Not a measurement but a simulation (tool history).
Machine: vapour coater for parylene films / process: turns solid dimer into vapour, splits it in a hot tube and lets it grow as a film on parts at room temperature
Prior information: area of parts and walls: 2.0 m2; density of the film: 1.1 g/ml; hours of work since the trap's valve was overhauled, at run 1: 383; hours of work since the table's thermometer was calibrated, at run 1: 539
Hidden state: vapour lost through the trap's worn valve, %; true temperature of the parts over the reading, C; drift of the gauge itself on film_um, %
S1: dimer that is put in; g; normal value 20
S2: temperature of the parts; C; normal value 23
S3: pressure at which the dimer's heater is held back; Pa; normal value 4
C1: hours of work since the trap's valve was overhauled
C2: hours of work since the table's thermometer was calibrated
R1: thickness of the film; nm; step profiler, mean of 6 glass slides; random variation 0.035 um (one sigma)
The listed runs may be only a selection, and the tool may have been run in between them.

run,hour,S1,S2,S3,C1,C2,R1
1,0,20,23,4,383,539,5990
2,19.2,15,23,4,398,553,4540
3,46.6,20,23,4.15,419,574,5970
4,75,20,23,4.15,441,596,5930
5,96,20,23,4.15,457,612,5910
6,110.7,20,23,4,468,623,6000
7,126.2,20,23,4,480,635,5970
8,149.7,20,23,4,498,653,5940
9,172.9,20,23,4,515,671,5860
10,190.8,20,23,4,529,684,5910
11,220.4,20,23,4,551,707,5850
12,250.7,20,23,9.52,575,730,5010
# hour 278.8: trap's valve overhauled
13,279.5,20,33,9.52,1,749,4210
14,307.1,20,33,9.52,22,770,4180
15,330.8,20,33,9.52,40,788,4170
16,353.9,29,16,9.54,57,806,9090
# hour 357.1: table's thermometer calibrated
17,371.4,29,16,9.54,70,11,9020
18,393.1,11,32,6.43,86,27,2500
19,420.5,8,26,6.43,107,48,2120
20,434.1,8,26,6.43,118,59,2080
21,448.8,8,16,2.21,129,70,3210
22,469.8,20,24,5.56,145,86,5630
# hour 492.3: table's thermometer calibrated, once more
23,495.7,20,17,4.13,164,3,7180
24,514.4,20,17,4.13,178,17,7170
25,534.2,18,31,2.8,193,32,4950
26,552.5,18,31,2.8,207,46,4980
27,572.6,20,18,8.68,223,61,6050
28,588.3,15,32,4,235,73,3740
29,604.4,20,30,2.99,247,85,5540
30,623.7,27,30,2.99,262,100,7470

Consider 4 possible next runs. They are alternatives, not a sequence: every one starts from the tool as it was left by run 30. What does each give?
A,638.4,13,23,4,273,111,?
B,638.4,20,23,6.71,273,111,?
C,638.4,20,22,4,273,111,?
D,638.4,13,30,8.3,273,111,?

run,R1
A,4030
B,5640
C,6220
D,2970
Without the tool's hidden state the same runs would have given:
run,R1
A,4160
B,5830
C,6430
D,3070
